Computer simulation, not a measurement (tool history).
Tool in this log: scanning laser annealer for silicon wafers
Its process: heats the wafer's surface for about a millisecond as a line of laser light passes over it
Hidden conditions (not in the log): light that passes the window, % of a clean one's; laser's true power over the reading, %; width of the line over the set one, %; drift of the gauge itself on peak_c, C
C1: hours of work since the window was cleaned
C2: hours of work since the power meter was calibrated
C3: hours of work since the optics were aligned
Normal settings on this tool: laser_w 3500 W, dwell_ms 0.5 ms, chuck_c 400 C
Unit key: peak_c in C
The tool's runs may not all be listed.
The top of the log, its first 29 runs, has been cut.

Run 30, hour 622.4: usual settings but laser_w 3243 W, dwell_ms 0.429 ms, chuck_c 417 C; C1 190; C2 671; C3 167. Result: peak_c 1133 C.
Run 31, hour 651.3: usual settings but laser_w 3375 W, chuck_c 424 C; C1 205; C2 686; C3 182. Result: peak_c 1233 C.
Run 32, hour 665.4: usual settings but laser_w 3695 W, chuck_c 434 C; C1 212; C2 693; C3 190. Result: peak_c 1327 C.
Run 33, hour 694.4: usual settings but laser_w 3473 W, dwell_ms 0.492 ms, chuck_c 434 C; C1 227; C2 708; C3 205. Result: peak_c 1260 C.
Run 34, hour 711.6: usual settings but dwell_ms 0.441 ms, chuck_c 376 C; C1 236; C2 717; C3 214. Result: peak_c 1166 C.
Run 35, hour 738.4: usual settings but laser_w 3541 W, dwell_ms 0.606 ms, chuck_c 437 C; C1 250; C2 731; C3 227. Result: peak_c 1370 C.
Run 36, hour 762.6: usual settings but laser_w 3541 W, dwell_ms 0.606 ms, chuck_c 437 C; C1 262; C2 743; C3 240. Result: peak_c 1370 C.
Run 37, hour 779.6: usual settings but laser_w 3729 W, dwell_ms 0.428 ms, chuck_c 392 C; C1 271; C2 752; C3 249. Result: peak_c 1229 C.
Run 38, hour 792.9: usual settings but laser_w 3065 W, dwell_ms 0.385 ms, chuck_c 392 C; C1 278; C2 759; C3 256. Result: peak_c 1030 C.
Run 39, hour 822.8: usual settings but laser_w 3770 W, chuck_c 416 C; C1 293; C2 774; C3 271. Result: peak_c 1330 C.
Run 40, hour 851.5: usual settings but laser_w 3770 W, chuck_c 416 C; C1 308; C2 789; C3 286. Result: peak_c 1326 C.

3 ways to go on from here, each from the tool as it stands after run 40. What would each give?
Run A, hour 864.6: usual settings but chuck_c 368 C; C1 315; C2 796; C3 293. Result: peak_c ?.
Run B, hour 864.6: usual settings but laser_w 3257 W, dwell_ms 0.489 ms, chuck_c 435 C; C1 315; C2 796; C3 293. Result: peak_c ?.
Run C, hour 864.6: usual settings but laser_w 3638 W, chuck_c 416 C; C1 315; C2 796; C3 293. Result: peak_c ?.

run  peak_c
  A    1211
  B    1207
  C    1291
Take away the tool's hidden state, keep each run's random variation, and the runs would have read:
run  peak_c
  A    1212
  B    1207
  C    1292
